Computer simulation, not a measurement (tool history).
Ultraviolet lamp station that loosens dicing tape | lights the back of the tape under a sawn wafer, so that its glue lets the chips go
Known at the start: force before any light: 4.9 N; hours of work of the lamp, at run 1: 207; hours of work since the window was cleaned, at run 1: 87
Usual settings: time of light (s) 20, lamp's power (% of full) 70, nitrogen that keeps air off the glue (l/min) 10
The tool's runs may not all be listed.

run,hour,time of light (s),lamp's power (% of full),nitrogen that keeps air off the glue (l/min),hours of work of the lamp,hours of work since the window was cleaned,force that peels the tape off (N),light that reached the tape (J/m2)
1,0.0,20,70,10,207,87,0.159,2510
2,6.9,20,70,10,212,93,0.169,2510
3,15.5,20,70,10,219,99,0.168,2500
4,21.5,20,70,10,223,104,0.167,2460
5,27.6,20,70,10,228,108,0.175,2460
6,41.2,20,70,10,238,119,0.170,2450
7,50.0,20,70,10,245,125,0.160,2460
8,60.1,37,70,10,253,133,0.071,4620
9,73.2,20,70,4,263,143,0.439,2460
10,84.7,20,70,9,271,152,0.193,2420
11,92.3,10,70,9,277,157,0.822,1220
12,104.5,38,68,15,286,167,0.067,4470
13,117.1,32,60,5,296,176,0.163,3350
14,128.8,32,60,5,305,185,0.160,3360

The next listed run, before its measurement:
15,134.8,32,60,5,309,190,?,?

{"run 15": {"force that peels the tape off (N)": 0.169, "light that reached the tape (J/m2)": 3330}}
Without the tool's hidden state the same run would have given force that peels the tape off (N) 0.142, light that reached the tape (J/m2) 3600.
